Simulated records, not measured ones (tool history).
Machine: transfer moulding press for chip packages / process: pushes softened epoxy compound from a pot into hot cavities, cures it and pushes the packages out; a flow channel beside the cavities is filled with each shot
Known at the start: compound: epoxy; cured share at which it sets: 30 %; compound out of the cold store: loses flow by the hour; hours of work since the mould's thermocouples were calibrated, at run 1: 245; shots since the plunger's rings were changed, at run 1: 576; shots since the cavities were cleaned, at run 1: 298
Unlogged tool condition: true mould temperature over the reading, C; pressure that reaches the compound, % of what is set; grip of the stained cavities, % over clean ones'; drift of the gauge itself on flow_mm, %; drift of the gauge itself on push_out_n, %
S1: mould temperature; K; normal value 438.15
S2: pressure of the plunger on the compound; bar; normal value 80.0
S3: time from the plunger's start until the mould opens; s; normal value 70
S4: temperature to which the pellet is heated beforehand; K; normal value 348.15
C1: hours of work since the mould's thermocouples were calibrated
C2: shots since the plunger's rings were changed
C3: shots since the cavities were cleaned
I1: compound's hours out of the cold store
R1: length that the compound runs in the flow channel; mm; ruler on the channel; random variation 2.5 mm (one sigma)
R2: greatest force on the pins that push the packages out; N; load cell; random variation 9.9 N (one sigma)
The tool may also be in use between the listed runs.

run     day      S1    S2  S3      S4   C1    C2   C3    I1   R1   R2
  1   0.000  438.15  80.0  70  348.15  245   576  298  43.0  480  448
      0.908  -- cavities cleaned with cleaning compound and waxed
  2   1.038  438.15  80.0  70  348.15  258   889   42  45.7  475  441
  3   2.371  438.15  80.0  70  348.15  276  1319  472  27.1  523  451
      2.725  -- cavities cleaned with cleaning compound and waxed
  4   3.788  438.15  80.0  70  348.15  293  1754  342  47.8  467  463
      4.579  -- cavities cleaned with cleaning compound and waxed
  5   4.683  439.15  80.0  70  348.15  304  2023   34  18.9  540  448
  6   5.229  439.15  80.0  70  348.15  312  2198  209  27.8  519  431
      6.375  -- cavities cleaned with cleaning compound and waxed
  7   6.646  439.15  80.0  70  348.15  329  2634   87  24.8  531  441
  8   7.200  439.15  80.0  70  348.15  337  2812  265  45.5  474  449
      8.192  -- cavities cleaned with cleaning compound and waxed
  9   8.496  439.15  80.0  70  348.15  353  3209   97  21.2  536  452
 10   9.738  439.15  80.0  70  348.15  369  3609  497  23.3  530  472
      9.988  -- cavities cleaned with cleaning compound and waxed
 11  10.742  439.15  80.0  70  348.15  381  3912  242  28.8  516  437
     11.392  -- plunger's sealing rings changed
 12  11.788  438.15  80.0  70  348.15  394   128  545  15.9  557  471
     11.942  -- cavities cleaned with cleaning compound and waxed
 13  12.725  438.15  80.0  70  348.15  405   409  252  28.8  518  459
 14  13.479  438.15  80.0  70  351.15  415   651  494  29.4  515  472
     13.771  -- cavities cleaned with cleaning compound and waxed
 15  14.712  443.15  87.6  70  348.15  430  1029  303  19.2  561  408
     15.575  -- cavities cleaned with cleaning compound and waxed
 16  15.812  437.15  94.0  72  358.15  444  1363   77  14.7  612  468
 17  16.525  437.15  77.5  54  339.15  453  1592  306  10.0  568  895
     17.388  -- cavities cleaned with cleaning compound and waxed
 18  17.550  437.15  77.5  54  339.15  466  1902   52  25.3  523  849
 19  18.908  437.15  77.5  54  339.15  484  2339  489  13.0  563  897
     19.229  -- cavities cleaned with cleaning compound and waxed
 20  19.525  442.15  89.4  70  348.15  491  2518   96  19.9  563  426
 21  20.750  432.15  84.3  79  354.15  507  2911  489  19.7  572  509
     21.096  -- cavities cleaned with cleaning compound and waxed
 22  22.083  432.15  91.6  79  356.15  524  3321  318  46.1  512  492
     22.933  -- cavities cleaned with cleaning compound and waxed
 23  23.104  432.15  91.6  79  356.15  536  3629   55  27.7  562  529
 24  24.400  437.15  85.5  79  356.15  553  4046  472  28.0  540  428
     24.625  -- plunger's sealing rings changed
     24.833  -- cavities cleaned with cleaning compound and waxed
 25  25.229  438.15  80.0  70  340.15  562   173  127  10.2  575  466
 26  26.283  438.15  84.5  70  352.15  576   513  467  13.0  586  477
     26.679  -- cavities cleaned with cleaning compound and waxed
 27  27.238  438.15  80.8  70  345.15  588   800  180  36.2  499  449

For each entry between runs, how does the tool's hidden state at the last listed run before it compare with that at the first listed run after it?
After run 1, before run 2: cavities cleaned with cleaning compound and waxed (day 0.908)
  pressure that reaches the compound, % of what is set: 99.96 -> 99.94; grip of the stained cavities, % over clean ones': 1.1 -> 0.2
  difference, measured minus the result without the unlogged condition, R2: +5 -> +1 N
After run 3, before run 4: cavities cleaned with cleaning compound and waxed (day 2.725)
  pressure that reaches the compound, % of what is set: 99.91 -> 99.88; grip of the stained cavities, % over clean ones': 1.5 -> 1.3
  difference, measured minus the result without the unlogged condition, R2: +7 -> +6 N
After run 4, before run 5: cavities cleaned with cleaning compound and waxed (day 4.579)
  pressure that reaches the compound, % of what is set: 99.88 -> 99.86; grip of the stained cavities, % over clean ones': 1.3 -> 0.2
  difference, measured minus the result without the unlogged condition, R2: +6 -> +1 N
After run 6, before run 7: cavities cleaned with cleaning compound and waxed (day 6.375)
  pressure that reaches the compound, % of what is set: 99.85 -> 99.82; grip of the stained cavities, % over clean ones': 0.9 -> 0.5
  difference, measured minus the result without the unlogged condition, R2: +4 -> +3 N
After run 8, before run 9: cavities cleaned with cleaning compound and waxed (day 8.192)
  pressure that reaches the compound, % of what is set: 99.81 -> 99.78; grip of the stained cavities, % over clean ones': 1.2 -> 0.5
  difference, measured minus the result without the unlogged condition, R2: +6 -> +3 N
After run 10, before run 11: cavities cleaned with cleaning compound and waxed (day 9.988)
  true mould temperature over the reading, C: -0.01 -> -0.02; pressure that reaches the compound, % of what is set: 99.76 -> 99.74; grip of the stained cavities, % over clean ones': 1.5 -> 1
  difference, measured minus the result without the unlogged condition, R2: +7 -> +4 N
After run 11, before run 12: plunger's sealing rings changed (day 11.392)
  pressure that reaches the compound, % of what is set: 99.74 -> 99.98; grip of the stained cavities, % over clean ones': 1 -> 1.6
  difference, measured minus the result without the unlogged condition, R2: +4 -> +8 N
After run 12, before run 13: cavities cleaned with cleaning compound and waxed (day 11.942)
  pressure that reaches the compound, % of what is set: 99.98 -> 99.96; grip of the stained cavities, % over clean ones': 1.6 -> 1
  difference, measured minus the result without the unlogged condition, R2: +8 -> +5 N
After run 14, before run 15: cavities cleaned with cleaning compound and waxed (day 13.771)
  pressure that reaches the compound, % of what is set: 99.94 -> 99.92; grip of the stained cavities, % over clean ones': 1.6 -> 1.2
  difference, measured minus the result without the unlogged condition, R2: +7 -> +5 N
After run 15, before run 16: cavities cleaned with cleaning compound and waxed (day 15.575)
  pressure that reaches the compound, % of what is set: 99.92 -> 99.89; grip of the stained cavities, % over clean ones': 1.2 -> 0.4
  difference, measured minus the result without the unlogged condition, R2: +5 -> +2 N
After run 17, before run 18: cavities cleaned with cleaning compound and waxed (day 17.388)
  pressure that reaches the compound, % of what is set: 99.88 -> 99.86; grip of the stained cavities, % over clean ones': 1.2 -> 0.2
  difference, measured minus the result without the unlogged condition, R2: +12 -> +3 N
After run 19, before run 20: cavities cleaned with cleaning compound and waxed (day 19.229)
  pressure that reaches the compound, % of what is set: 99.82 -> 99.81; grip of the stained cavities, % over clean ones': 1.6 -> 0.4
  difference, measured minus the result without the unlogged condition, R2: +15 -> +3 N
After run 21, before run 22: cavities cleaned with cleaning compound and waxed (day 21.096)
  pressure that reaches the compound, % of what is set: 99.78 -> 99.76; grip of the stained cavities, % over clean ones': 1.5 -> 1.2
  difference, measured minus the result without the unlogged condition, R2: +8 -> +6 N
After run 22, before run 23: cavities cleaned with cleaning compound and waxed (day 22.933)
  pressure that reaches the compound, % of what is set: 99.76 -> 99.74; grip of the stained cavities, % over clean ones': 1.2 -> 0.3
  difference, measured minus the result without the unlogged condition, R2: +6 -> +2 N
After run 24, before run 25: plunger's sealing rings changed (day 24.625); cavities cleaned with cleaning compound and waxed (day 24.833)
  pressure that reaches the compound, % of what is set: 99.71 -> 99.98; grip of the stained cavities, % over clean ones': 1.5 -> 0.6
  difference, measured minus the result without the unlogged condition, R2: +7 -> +3 N
After run 26, before run 27: cavities cleaned with cleaning compound and waxed (day 26.679)
  pressure that reaches the compound, % of what is set: 99.96 -> 99.94; grip of the stained cavities, % over clean ones': 1.5 -> 0.8
  difference, measured minus the result without the unlogged condition, R2: +7 -> +4 N
